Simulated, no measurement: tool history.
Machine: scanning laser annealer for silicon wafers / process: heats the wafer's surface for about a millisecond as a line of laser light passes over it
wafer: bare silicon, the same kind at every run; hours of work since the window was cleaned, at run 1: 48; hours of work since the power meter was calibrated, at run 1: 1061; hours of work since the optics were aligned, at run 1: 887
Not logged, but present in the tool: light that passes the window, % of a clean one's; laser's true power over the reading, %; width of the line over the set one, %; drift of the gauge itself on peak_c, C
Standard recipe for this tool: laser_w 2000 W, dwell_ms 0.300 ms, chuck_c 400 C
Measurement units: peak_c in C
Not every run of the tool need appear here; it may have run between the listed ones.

run     day  laser_w  dwell_ms  chuck_c  hours of work since the window was cleaned  hours of work since the power meter was calibrated  hours of work since the optics were aligned  peak_c
  1   0.000     2000     0.300      400                                          48                                                1061                                          887    1241
  2   1.558     2000     0.300      400                                          70                                                1083                                          909    1239
  3   3.438     2000     0.300      400                                          96                                                1109                                          935    1236
  4   4.775     2037     0.300      400                                         115                                                1128                                          954    1255
  5   6.488     2000     0.300      400                                         139                                                1152                                          978    1235
  6   8.100     2000     0.300      400                                         162                                                1174                                         1000    1238
  7  10.012     2000     0.300      400                                         188                                                1201                                         1027    1239
  8  12.000     2000     0.300      400                                         216                                                1229                                         1055    1234
  9  13.429     2000     0.300      400                                         236                                                1249                                         1075    1238

Run 10, settings as shown, results not yet in. Your forecast:
 10  14.992     2000     0.364      400                                         258                                                1271                                         1097       ?

Run 10 came out at peak_c 1329 C.
On a tool with no hidden condition, and with the same random variation, this run would have come out at peak_c 1330 C.

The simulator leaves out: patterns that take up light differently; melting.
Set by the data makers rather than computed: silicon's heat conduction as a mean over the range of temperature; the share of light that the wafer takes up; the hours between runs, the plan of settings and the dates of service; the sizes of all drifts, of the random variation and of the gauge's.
